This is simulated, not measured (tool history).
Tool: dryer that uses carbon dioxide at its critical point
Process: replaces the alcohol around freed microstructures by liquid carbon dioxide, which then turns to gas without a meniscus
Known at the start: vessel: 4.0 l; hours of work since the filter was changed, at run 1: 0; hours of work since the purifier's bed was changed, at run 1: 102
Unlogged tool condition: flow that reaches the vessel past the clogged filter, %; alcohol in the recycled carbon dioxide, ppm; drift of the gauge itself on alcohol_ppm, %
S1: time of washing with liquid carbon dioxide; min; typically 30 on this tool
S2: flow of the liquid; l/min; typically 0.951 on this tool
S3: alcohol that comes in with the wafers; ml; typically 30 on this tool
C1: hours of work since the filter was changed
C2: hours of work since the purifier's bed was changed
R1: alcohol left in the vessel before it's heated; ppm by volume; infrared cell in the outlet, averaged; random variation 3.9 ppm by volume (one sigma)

run	hour	S1	S2	S3	C1	C2	R1
1	0.0	30	0.951	30	0	102	30
2	12.3	30	0.951	30	4	107	22
3	23.6	30	0.951	30	8	110	25
4	33.8	24	0.951	30	12	114	67
5	40.7	45	0.951	30	14	116	12
6	48.9	45	0.951	30	17	119	10
7	58.3	45	0.951	30	20	122	6
8	72.5	35	0.951	30	25	127	21
9	81.0	30	0.951	30	28	130	31
10	90.0	30	0.951	30	31	133	36
11	105.0	30	1.499	30	36	138	16
12	121.9	30	0.951	61	42	144	44
13	131.1	23	0.597	111	45	147	1488
14	147.1	23	0.597	111	50	153	1532
15	159.7	23	0.597	111	55	157	1516
16	173.9	23	0.597	111	60	162	1557
17	184.9	23	0.597	111	63	166	1543
18	201.6	30	0.655	30	69	172	135

Consider 4 possible next runs. They are alternatives, not a sequence: every one starts from the tool as it was left by run 18. What does each give?
A	214.9	30	0.976	119	74	176	?
B	214.9	26	0.789	32	74	176	?
C	214.9	28	0.884	30	74	176	?
D	214.9	29	0.951	105	74	176	?

run	R1
A	71
B	120
C	61
D	89
The same runs, with their run-to-run variation unchanged, on a tool lacking any hidden condition would have given:
run	R1
A	50
B	96
C	43
D	64
